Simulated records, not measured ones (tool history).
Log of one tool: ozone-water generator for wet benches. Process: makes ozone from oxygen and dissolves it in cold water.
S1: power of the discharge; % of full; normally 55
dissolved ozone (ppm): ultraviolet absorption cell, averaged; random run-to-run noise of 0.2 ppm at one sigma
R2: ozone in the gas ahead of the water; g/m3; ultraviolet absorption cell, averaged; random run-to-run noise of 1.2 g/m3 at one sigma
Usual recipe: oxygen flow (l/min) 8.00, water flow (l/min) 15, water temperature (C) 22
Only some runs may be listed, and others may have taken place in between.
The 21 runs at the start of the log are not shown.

Run 22, hour 2388.2: usual settings but S1 76 % of full, water temperature (C) 27. Result: dissolved ozone (ppm) 31.9, R2 275.8 g/m3.
Run 23, hour 2523.8: usual settings but S1 62 % of full, oxygen flow (l/min) 6.64, water temperature (C) 27. Result: dissolved ozone (ppm) 28.2, R2 262.6 g/m3.
Run 24, hour 2693.8: usual settings but S1 70 % of full, water temperature (C) 20. Result: dissolved ozone (ppm) 34.8, R2 259.9 g/m3.
Run 25, hour 2784.4: usual settings but S1 70 % of full, oxygen flow (l/min) 8.73, water flow (l/min) 18, water temperature (C) 20. Result: dissolved ozone (ppm) 29.8, R2 250.2 g/m3.
Run 26, hour 2861.2: usual settings but S1 70 % of full, oxygen flow (l/min) 8.73, water flow (l/min) 18, water temperature (C) 20. Result: dissolved ozone (ppm) 29.9, R2 248.3 g/m3.
Run 27, hour 2971.1: usual settings but water temperature (C) 20. Result: dissolved ozone (ppm) 29.3, R2 219.5 g/m3.
Run 28, hour 3073.7: usual settings but water temperature (C) 20. Result: dissolved ozone (ppm) 29.4, R2 217.9 g/m3.
Run 29, hour 3226.8: usual settings but S1 79 % of full, oxygen flow (l/min) 6.27. Result: dissolved ozone (ppm) 37.6, R2 318.1 g/m3.
Run 30, hour 3362.2: usual settings but S1 93 % of full, water flow (l/min) 16, water temperature (C) 15. Result: dissolved ozone (ppm) 44.0, R2 316.5 g/m3.
Run 31, hour 3465.6: usual settings but S1 93 % of full, water flow (l/min) 16, water temperature (C) 15. Result: dissolved ozone (ppm) 44.1, R2 314.2 g/m3.
Run 32, hour 3641.0: usual settings but S1 93 % of full, water flow (l/min) 9. Result: dissolved ozone (ppm) 55.5, R2 315.8 g/m3.
Run 33, hour 3794.0: usual settings but S1 73 % of full. Result: dissolved ozone (ppm) 34.1, R2 265.4 g/m3.

Branching from run 33: 4 alternative next runs. What would each branch give?
Run A, hour 3970.5: usual settings but oxygen flow (l/min) 9.60, water flow (l/min) 23, water temperature (C) 21. Result: dissolved ozone (ppm) ?, R2 ?.
Run B, hour 3970.5: usual settings but S1 44 % of full, water temperature (C) 19. Result: dissolved ozone (ppm) ?, R2 ?.
Run C, hour 3970.5: usual settings but S1 89 % of full, oxygen flow (l/min) 10.15, water temperature (C) 16. Result: dissolved ozone (ppm) ?, R2 ?.
Run D, hour 3970.5: usual settings but S1 73 % of full, water temperature (C) 17. Result: dissolved ozone (ppm) ?, R2 ?.

run  dissolved ozone (ppm)     R2
  A                   19.8  199.4
  B                   25.5  187.5
  C                   43.3  269.7
  D                   38.2  265.9
With no hidden state in the tool, these same runs would have given:
run  dissolved ozone (ppm)     R2
  A                   19.8  204.1
  B                   25.6  191.9
  C                   43.3  276.2
  D                   38.2  272.2
